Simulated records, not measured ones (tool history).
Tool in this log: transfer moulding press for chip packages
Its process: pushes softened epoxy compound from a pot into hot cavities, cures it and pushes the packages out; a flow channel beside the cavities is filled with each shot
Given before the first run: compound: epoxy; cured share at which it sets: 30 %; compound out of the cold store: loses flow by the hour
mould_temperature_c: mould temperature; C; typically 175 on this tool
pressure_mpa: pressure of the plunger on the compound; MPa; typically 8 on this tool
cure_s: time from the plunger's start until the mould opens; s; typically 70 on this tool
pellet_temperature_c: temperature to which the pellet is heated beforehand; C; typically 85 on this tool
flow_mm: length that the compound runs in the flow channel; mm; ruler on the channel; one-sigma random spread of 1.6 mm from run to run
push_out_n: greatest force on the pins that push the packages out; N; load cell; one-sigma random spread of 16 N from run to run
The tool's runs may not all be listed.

| run | hour | mould_temperature_c | pressure_mpa | cure_s | pellet_temperature_c | incoming compound's hours out of the cold store | flow_mm | push_out_n |
|---|---|---|---|---|---|---|---|---|
| 1 | 0 | 175 | 8 | 70 | 85 | 25.6 | 599 | 1169 |
|  | 42.9 | cavities cleaned with cleaning compound and waxed |
| 2 | 56.4 | 175 | 8 | 70 | 85 | 22.3 | 602 | 1058 |
| 3 | 92.7 | 175 | 8 | 70 | 85 | 24 | 596 | 1484 |
|  | 107.8 | cavities cleaned with cleaning compound and waxed |
| 4 | 124.8 | 175 | 8 | 70 | 85 | 20 | 604 | 1117 |
| 5 | 166.5 | 175 | 8 | 70 | 85 | 37.1 | 565 | 1426 |
|  | 172.8 | cavities cleaned with cleaning compound and waxed |
| 6 | 202.8 | 175 | 8 | 70 | 85 | 29.9 | 576 | 1271 |
|  | 237.7 | cavities cleaned with cleaning compound and waxed |
| 7 | 237.7 | 175 | 8 | 70 | 85 | 23 | 591 | 798 |
|  | 247.2 | plunger's sealing rings changed |
| 8 | 267.6 | 175 | 8 | 70 | 85 | 20.9 | 613 | 1263 |
|  | 274.1 | mould's thermocouples calibrated |
|  | 306.6 | cavities cleaned with cleaning compound and waxed |
| 9 | 310.3 | 175 | 8 | 70 | 85 | 9.9 | 636 | 962 |
| 10 | 355.1 | 175 | 8 | 70 | 85 | 20.7 | 610 | 1557 |
|  | 372.7 | cavities cleaned with cleaning compound and waxed |
| 11 | 406 | 175 | 8 | 70 | 85 | 35.8 | 577 | 1282 |
|  | 433.6 | mould's thermocouples calibrated, once more |
|  | 442.1 | cavities cleaned with cleaning compound and waxed |
| 12 | 458.4 | 175 | 8 | 70 | 85 | 26.8 | 588 | 1053 |
| 13 | 485.7 | 175 | 8 | 70 | 85 | 28.9 | 584 | 1361 |
|  | 508.9 | cavities cleaned with cleaning compound and waxed |
| 14 | 513.7 | 175 | 8 | 70 | 85 | 46.6 | 551 | 812 |
| 15 | 553 | 175 | 8 | 70 | 85 | 33.3 | 570 | 1412 |
|  | 566.4 | plunger's sealing rings changed |
|  | 575.3 | cavities cleaned with cleaning compound and waxed |
| 16 | 601.4 | 175 | 8 | 70 | 85 | 36.5 | 578 | 1190 |
|  | 641.8 | cavities cleaned with cleaning compound and waxed |
| 17 | 641.8 | 175 | 9 | 70 | 85 | 17.6 | 654 | 786 |
| 18 | 681.7 | 175 | 9 | 70 | 85 | 24.9 | 632 | 1414 |
|  | 707.8 | cavities cleaned with cleaning compound and waxed |
| 19 | 707.8 | 175 | 8.84 | 61 | 85 | 16 | 648 | 1112 |
| 20 | 751.3 | 169 | 9.35 | 70 | 93 | 16.2 | 680 | 2314 |
|  | 772.5 | cavities cleaned with cleaning compound and waxed |
| 21 | 788.6 | 169 | 9.35 | 70 | 91 | 47.7 | 612 | 1651 |
|  | 838.2 | cavities cleaned with cleaning compound and waxed |
| 22 | 839.3 | 169 | 9.35 | 70 | 91 | 12 | 681 | 1317 |
|  | 886.8 | plunger's sealing rings changed |
| 23 | 897.8 | 177 | 6.38 | 58 | 78 | 45.3 | 503 | 2193 |
|  | 907.2 | cavities cleaned with cleaning compound and waxed |
| 24 | 933.4 | 182 | 8 | 70 | 89 | 44.2 | 551 | 837 |
| 25 | 960.5 | 182 | 6 | 59 | 87 | 27.7 | 498 | 1403 |
|  | 972 | cavities cleaned with cleaning compound and waxed |
| 26 | 987 | 182 | 6 | 59 | 87 | 32 | 493 | 1012 |
|  | 1040.4 | cavities cleaned with cleaning compound and waxed |
| 27 | 1041.9 | 182 | 8.03 | 59 | 87 | 29.7 | 568 | 740 |

What if the next run were any one of these 4? Each begins from the tool's condition after run 27:
| A | 1072 | 175 | 7.69 | 60 | 82 | 42.1 | ? | ? |
| B | 1072 | 174 | 6.12 | 59 | 84 | 9.1 | ? | ? |
| C | 1072 | 173 | 8.03 | 59 | 87 | 25.5 | ? | ? |
| D | 1072 | 175 | 8 | 70 | 81 | 32.4 | ? | ? |

| run | flow_mm | push_out_n |
|---|---|---|
| A | 555 | 1919 |
| B | 550 | 2364 |
| C | 600 | 2444 |
| D | 584 | 1344 |
With the hidden condition removed and each run's random variation left untouched, the same runs would have given:
| run | flow_mm | push_out_n |
|---|---|---|
| A | 565 | 1059 |
| B | 560 | 1311 |
| C | 611 | 1354 |
| D | 594 | 739 |
